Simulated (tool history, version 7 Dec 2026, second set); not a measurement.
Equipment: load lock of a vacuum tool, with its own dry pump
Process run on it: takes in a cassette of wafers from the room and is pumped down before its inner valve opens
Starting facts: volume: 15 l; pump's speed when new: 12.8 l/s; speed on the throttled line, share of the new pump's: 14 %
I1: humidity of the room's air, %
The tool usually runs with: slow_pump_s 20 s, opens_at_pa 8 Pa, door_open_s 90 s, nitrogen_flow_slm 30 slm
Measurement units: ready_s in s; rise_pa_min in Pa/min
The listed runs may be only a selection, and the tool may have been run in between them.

run 1 hour=0.0 | slow_pump_s=20 opens_at_pa=8 door_open_s=90 nitrogen_flow_slm=30 | I1=44.9 | ready_s=28.4 rise_pa_min=0.028
run 2 hour=142.8 | slow_pump_s=20 opens_at_pa=8 door_open_s=90 nitrogen_flow_slm=30 | I1=45.1 | ready_s=28.8 rise_pa_min=0.027
run 3 hour=352.2 | slow_pump_s=20 opens_at_pa=8 door_open_s=90 nitrogen_flow_slm=30 | I1=45.8 | ready_s=27.6 rise_pa_min=0.035
run 4 hour=541.4 | slow_pump_s=20 opens_at_pa=8 door_open_s=90 nitrogen_flow_slm=30 | I1=42.7 | ready_s=28.6 rise_pa_min=0.031
run 5 hour=768.8 | slow_pump_s=20 opens_at_pa=8 door_open_s=90 nitrogen_flow_slm=30 | I1=44.4 | ready_s=28.3 rise_pa_min=0.029
run 6 hour=1030.0 | slow_pump_s=20 opens_at_pa=8 door_open_s=90 nitrogen_flow_slm=30 | I1=44.6 | ready_s=28.1 rise_pa_min=0.034
run 7 hour=1162.1 | slow_pump_s=20 opens_at_pa=8 door_open_s=90 nitrogen_flow_slm=30 | I1=44.4 | ready_s=28.4 rise_pa_min=0.032
run 8 hour=1321.4 | slow_pump_s=20 opens_at_pa=8 door_open_s=90 nitrogen_flow_slm=30 | I1=46.1 | ready_s=28.2 rise_pa_min=0.031
run 9 hour=1570.0 | slow_pump_s=20 opens_at_pa=8 door_open_s=90 nitrogen_flow_slm=30 | I1=45.1 | ready_s=28.1 rise_pa_min=0.032
run 10 hour=1844.1 | slow_pump_s=20 opens_at_pa=8 door_open_s=27 nitrogen_flow_slm=30 | I1=43.7 | ready_s=27.7 rise_pa_min=0.018
run 11 hour=2115.2 | slow_pump_s=21 opens_at_pa=14 door_open_s=137 nitrogen_flow_slm=30 | I1=47.7 | ready_s=28.4 rise_pa_min=0.035
run 12 hour=2239.1 | slow_pump_s=21 opens_at_pa=6 door_open_s=61 nitrogen_flow_slm=19 | I1=42.2 | ready_s=30.1 rise_pa_min=0.029
run 13 hour=2517.1 | slow_pump_s=14 opens_at_pa=6 door_open_s=57 nitrogen_flow_slm=7 | I1=42.6 | ready_s=24.5 rise_pa_min=0.044
run 14 hour=2634.0 | slow_pump_s=14 opens_at_pa=6 door_open_s=57 nitrogen_flow_slm=7 | I1=43.0 | ready_s=23.5 rise_pa_min=0.041
run 15 hour=2847.7 | slow_pump_s=14 opens_at_pa=6 door_open_s=57 nitrogen_flow_slm=7 | I1=45.5 | ready_s=23.4 rise_pa_min=0.048
run 16 hour=3096.3 | slow_pump_s=18 opens_at_pa=7 door_open_s=108 nitrogen_flow_slm=30 | I1=46.9 | ready_s=26.9 rise_pa_min=0.029
run 17 hour=3291.9 | slow_pump_s=18 opens_at_pa=7 door_open_s=47 nitrogen_flow_slm=16 | I1=43.9 | ready_s=26.5 rise_pa_min=0.033

5 ways to go on from here, each from the tool as it stands after run 17. What would each give?
run A hour=3435.7 | slow_pump_s=15 opens_at_pa=7 door_open_s=33 nitrogen_flow_slm=16 | I1=40.8 | ready_s=? rise_pa_min=?
run B hour=3435.7 | slow_pump_s=20 opens_at_pa=9 door_open_s=90 nitrogen_flow_slm=19 | I1=44.9 | ready_s=? rise_pa_min=?
run C hour=3435.7 | slow_pump_s=38 opens_at_pa=12 door_open_s=65 nitrogen_flow_slm=30 | I1=45.1 | ready_s=? rise_pa_min=?
run D hour=3435.7 | slow_pump_s=16 opens_at_pa=8 door_open_s=90 nitrogen_flow_slm=30 | I1=42.6 | ready_s=? rise_pa_min=?
run E hour=3435.7 | slow_pump_s=20 opens_at_pa=11 door_open_s=90 nitrogen_flow_slm=30 | I1=40.3 | ready_s=? rise_pa_min=?

run=A ready_s=24.3 rise_pa_min=0.025
run=B ready_s=28.3 rise_pa_min=0.038
run=C ready_s=42.9 rise_pa_min=0.023
run=D ready_s=24.7 rise_pa_min=0.028
run=E ready_s=28.3 rise_pa_min=0.023
With the hidden condition removed and each run's random variation left untouched, the same runs would have given:
run=A ready_s=24.3 rise_pa_min=0.025
run=B ready_s=28.3 rise_pa_min=0.038
run=C ready_s=42.9 rise_pa_min=0.023
run=D ready_s=24.7 rise_pa_min=0.028
run=E ready_s=28.3 rise_pa_min=0.023

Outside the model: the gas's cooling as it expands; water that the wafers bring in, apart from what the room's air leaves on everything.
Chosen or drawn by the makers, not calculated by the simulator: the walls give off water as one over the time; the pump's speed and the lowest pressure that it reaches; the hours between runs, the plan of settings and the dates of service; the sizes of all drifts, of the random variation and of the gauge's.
